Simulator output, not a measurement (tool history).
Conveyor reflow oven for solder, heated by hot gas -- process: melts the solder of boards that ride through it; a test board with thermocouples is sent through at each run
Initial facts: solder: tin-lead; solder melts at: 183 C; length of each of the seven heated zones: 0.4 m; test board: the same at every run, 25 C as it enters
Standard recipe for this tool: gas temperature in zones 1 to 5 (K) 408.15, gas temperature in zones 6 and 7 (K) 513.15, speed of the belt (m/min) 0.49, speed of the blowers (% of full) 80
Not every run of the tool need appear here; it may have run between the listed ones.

| run | hour | gas temperature in zones 1 to 5 (K) | gas temperature in zones 6 and 7 (K) | speed of the belt (m/min) | speed of the blowers (% of full) | highest temperature of the board (K) | time above the solder's melting point (s) |
|---|---|---|---|---|---|---|---|
| 1 | 0 | 408.15 | 513.15 | 0.49 | 80 | 493.95 | 75.7 |
| 2 | 20.3 | 408.15 | 513.15 | 0.49 | 80 | 494.45 | 75.7 |
| 3 | 39.9 | 408.15 | 513.15 | 0.506 | 80 | 492.55 | 71.3 |
| 4 | 60.9 | 408.15 | 513.15 | 0.49 | 80 | 494.35 | 75.8 |
| 5 | 92.8 | 408.15 | 513.15 | 0.49 | 72 | 492.25 | 72.9 |
| 6 | 115.9 | 408.15 | 510.15 | 0.49 | 80 | 490.95 | 72.9 |
| 7 | 144.9 | 408.15 | 510.15 | 0.49 | 80 | 491.05 | 72.7 |
| 8 | 168.1 | 408.15 | 510.15 | 0.49 | 80 | 490.95 | 72.3 |
| 9 | 206.8 | 408.15 | 510.15 | 0.49 | 89 | 492.15 | 74.3 |
| 10 | 252.2 | 408.15 | 510.15 | 0.49 | 89 | 492.25 | 74 |
| 11 | 282.7 | 408.15 | 513.15 | 0.426 | 80 | 497.65 | 91.6 |
| 12 | 323.7 | 408.15 | 513.15 | 0.426 | 80 | 497.75 | 91.2 |
| 13 | 354.6 | 408.15 | 513.15 | 0.49 | 80 | 492.45 | 74.5 |
|  | 361.4 | belt drive overhauled, speed set with a stopwatch |
| 14 | 397 | 408.15 | 513.15 | 0.49 | 80 | 492.75 | 74 |
| 15 | 440.7 | 408.15 | 513.15 | 0.49 | 80 | 492.55 | 73.9 |
| 16 | 473.3 | 408.15 | 526.15 | 0.442 | 80 | 506.85 | 96.1 |
| 17 | 507.5 | 408.15 | 519.15 | 0.442 | 57 | 496.55 | 85.4 |
| 18 | 535.1 | 408.15 | 519.15 | 0.442 | 57 | 496.75 | 85.9 |
|  | 570.7 | belt drive overhauled, speed set with a stopwatch, once more |
| 19 | 570.7 | 408.15 | 519.15 | 0.442 | 57 | 496.15 | 83.9 |
| 20 | 608.5 | 408.15 | 519.15 | 0.442 | 57 | 496.25 | 84 |
| 21 | 644.9 | 405.15 | 519.15 | 0.442 | 57 | 494.55 | 81.3 |
| 22 | 670.2 | 408.15 | 507.15 | 0.516 | 55 | 479.65 | 52.4 |
|  | 699.6 | flux residue cleaned out of gas plates and filters |
| 23 | 699.6 | 408.15 | 507.15 | 0.516 | 55 | 481.55 | 57.2 |
| 24 | 729.2 | 408.15 | 513.15 | 0.402 | 61 | 496.75 | 94.9 |
| 25 | 767 | 408.15 | 513.15 | 0.402 | 74 | 499.15 | 99 |
| 26 | 794.8 | 396.15 | 513.15 | 0.416 | 74 | 497.25 | 86.2 |
| 27 | 839.6 | 394.15 | 511.15 | 0.484 | 58 | 484.95 | 60.1 |
| 28 | 875.6 | 421.15 | 508.15 | 0.41 | 54 | 492.25 | 95.6 |
| 29 | 896.8 | 421.15 | 501.15 | 0.41 | 74 | 489.65 | 93.5 |
| 30 | 916.6 | 407.15 | 501.15 | 0.569 | 74 | 476.95 | 44.9 |

Below are 5 alternative next runs, each starting from the tool's condition after run 30. Predict each:
| A | 943 | 408.15 | 513.15 | 0.49 | 74 | ? | ? |
| B | 943 | 414.15 | 513.15 | 0.49 | 80 | ? | ? |
| C | 943 | 407.15 | 501.15 | 0.569 | 61 | ? | ? |
| D | 943 | 408.15 | 513.15 | 0.549 | 80 | ? | ? |
| E | 943 | 405.15 | 511.15 | 0.391 | 80 | ? | ? |

| run | highest temperature of the board (K) | time above the solder's melting point (s) |
|---|---|---|
| A | 491.55 | 72.9 |
| B | 493.95 | 78.7 |
| C | 474.55 | 40.1 |
| D | 489.05 | 61.6 |
| E | 497.75 | 99 |
Take away the tool's hidden state, keep each run's random variation, and the runs would have read:
| run | highest temperature of the board (K) | time above the solder's melting point (s) |
|---|---|---|
| A | 493.25 | 74.5 |
| B | 495.75 | 80.1 |
| C | 476.15 | 42.7 |
| D | 490.95 | 63.4 |
| E | 499.45 | 100.5 |

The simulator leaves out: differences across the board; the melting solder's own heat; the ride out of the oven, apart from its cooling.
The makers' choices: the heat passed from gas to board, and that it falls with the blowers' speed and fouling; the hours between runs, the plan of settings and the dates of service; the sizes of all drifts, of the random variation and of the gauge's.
